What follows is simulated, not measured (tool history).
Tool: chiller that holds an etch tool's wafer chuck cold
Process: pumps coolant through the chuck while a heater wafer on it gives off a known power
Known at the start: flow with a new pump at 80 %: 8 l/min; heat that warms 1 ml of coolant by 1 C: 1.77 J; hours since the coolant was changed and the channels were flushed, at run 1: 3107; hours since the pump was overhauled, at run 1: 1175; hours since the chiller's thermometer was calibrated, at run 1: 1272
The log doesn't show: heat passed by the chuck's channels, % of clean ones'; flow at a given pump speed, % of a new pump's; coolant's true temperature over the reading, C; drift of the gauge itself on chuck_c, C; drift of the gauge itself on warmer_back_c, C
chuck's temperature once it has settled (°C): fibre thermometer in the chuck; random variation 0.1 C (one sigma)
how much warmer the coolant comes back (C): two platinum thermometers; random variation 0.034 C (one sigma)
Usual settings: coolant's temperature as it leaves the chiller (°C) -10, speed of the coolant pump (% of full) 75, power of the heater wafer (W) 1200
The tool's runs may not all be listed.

run    hour  coolant's temperature as it leaves the chiller (°C)  speed of the coolant pump (% of full)  power of the heater wafer (W)  hours since the coolant was changed and the channels were flushed  hours since the pump was overhauled  hours since the chiller's thermometer was calibrated  chuck's temperature once it has settled (°C)  how much warmer the coolant comes back (C)
  1       0                                                  -10                                     75                           1200                                                               3107                                 1175                                                  1272                                          -0.4                                        5.42
  2    34.7                                                  -10                                     75                           1200                                                               3142                                 1210                                                  1306                                          -0.5                                        5.51
  3    92.6                                                  -10                                     75                           1200                                                               3200                                 1267                                                  1364                                          -0.4                                        5.45
  4   148.9                                                  -10                                     75                           1200                                                               3256                                 1324                                                  1420                                          -0.4                                        5.53
  5   177.8                                                  -10                                     75                           1200                                                               3285                                 1353                                                  1449                                          -0.4                                        5.49
  6   204.8                                                  -10                                     75                           1200                                                               3312                                 1380                                                  1476                                          -0.4                                        5.51
  7   267.6                                                  -10                                     75                           1200                                                               3375                                 1442                                                  1539                                          -0.3                                        5.55
  8   295.3                                                  -10                                     75                            725                                                               3402                                 1470                                                  1567                                          -4.1                                        3.39
  9   338.1                                                  -10                                     75                            725                                                               3445                                 1513                                                  1610                                          -4.1                                        3.42
 10   390.7                                                  -10                                     78                           1200                                                               3498                                 1566                                                  1662                                          -0.6                                        5.35
 11   434.9                                                  -10                                     78                           1200                                                               3542                                 1610                                                  1706                                          -0.8                                        5.39
 12   493.8                                                  -10                                     75                           1200                                                               3601                                 1669                                                  1765                                          -0.4                                         5.6
 13   543.8                                                  -10                                     66                           1200                                                               3651                                 1719                                                  1815                                           0.7                                        6.33
 14   570.8                                                  -10                                     66                           1200                                                               3678                                 1746                                                  1842                                           0.6                                        6.34
 15   621.9                                                  -10                                     91                           1200                                                               3729                                 1797                                                  1893                                          -1.9                                        4.77
 16   675.8                                                  -10                                     91                           1200                                                               3783                                 1851                                                  1947                                          -1.8                                        4.82
 17   713.9                                                  -10                                     67                           1200                                                               3821                                 1889                                                  1985                                           0.5                                        6.36
 18   747.7                                                  -15                                     82                           1200                                                               3855                                 1923                                                  2019                                            -6                                        5.26
      789.7  -- gauge calibrated
 19   813.3                                                  -15                                     82                           1200                                                               3921                                 1988                                                  2085                                          -6.1                                        4.97
 20   856.1                                                  -16                                     73                           1200                                                               3963                                 2031                                                  2128                                          -6.1                                        5.63
 21   895.8                                                  -19                                     77                            651                                                               4003                                 2071                                                  2167                                           -14                                        2.91
 22   945.3                                                  -10                                     66                           1350                                                               4053                                 2120                                                  2217                                           2.2                                        6.95
 23   988.3                                                  -16                                     63                           1200                                                               4095                                 2163                                                  2260                                          -4.9                                        6.44
 24  1024.7                                                  -16                                     63                           1200                                                               4132                                 2200                                                  2296                                          -4.8                                        6.47
 25    1067                                                  -16                                     61                           1207                                                               4174                                 2242                                                  2339                                          -4.3                                         6.7
 26  1132.6                                                   -3                                     75                           1200                                                               4240                                 2307                                                  2404                                           6.6                                        5.57
 27  1173.8                                                  -10                                     97                           1200                                                               4281                                 2349                                                  2445                                          -2.2                                        4.41
 28  1206.7                                                  -11                                     66                           1229                                                               4314                                 2382                                                  2478                                          -0.1                                        6.42
 29  1244.1                                                   -6                                     71                           1113                                                               4351                                 2419                                                  2516                                           3.4                                        5.41
 30  1303.3                                                   -6                                     71                           1113                                                               4410                                 2478                                                  2575                                           3.1                                         5.6
 31  1347.5                                                  -10                                     75                            845                                                               4455                                 2522                                                  2619                                          -3.2                                        4.05
 32  1378.9                                                   -4                                     88                            847                                                               4486                                 2554                                                  2650                                           1.7                                        3.53
 33  1412.1                                                   -1                                     70                            817                                                               4519                                 2587                                                  2684                                           5.9                                        4.21

3 ways to go on from here, each from the tool as it stands after run 33. What would each give?
  A  1446.1                                                  -10                                     75                           1757                                                               4553                                 2621                                                  2718                                             ?                                           ?
  B  1446.1                                                  -10                                     96                           1679                                                               4553                                 2621                                                  2718                                             ?                                           ?
  C  1446.1                                                   -1                                     92                           1144                                                               4553                                 2621                                                  2718                                             ?                                           ?

run  chuck's temperature once it has settled (°C)  how much warmer the coolant comes back (C)
  A                                           4.1                                        8.16
  B                                           0.9                                        6.29
  C                                           6.8                                         4.5
Without the tool's hidden state the same runs would have given:
run  chuck's temperature once it has settled (°C)  how much warmer the coolant comes back (C)
  A                                           4.1                                        7.87
  B                                           0.8                                           6
  C                                           6.8                                        4.22

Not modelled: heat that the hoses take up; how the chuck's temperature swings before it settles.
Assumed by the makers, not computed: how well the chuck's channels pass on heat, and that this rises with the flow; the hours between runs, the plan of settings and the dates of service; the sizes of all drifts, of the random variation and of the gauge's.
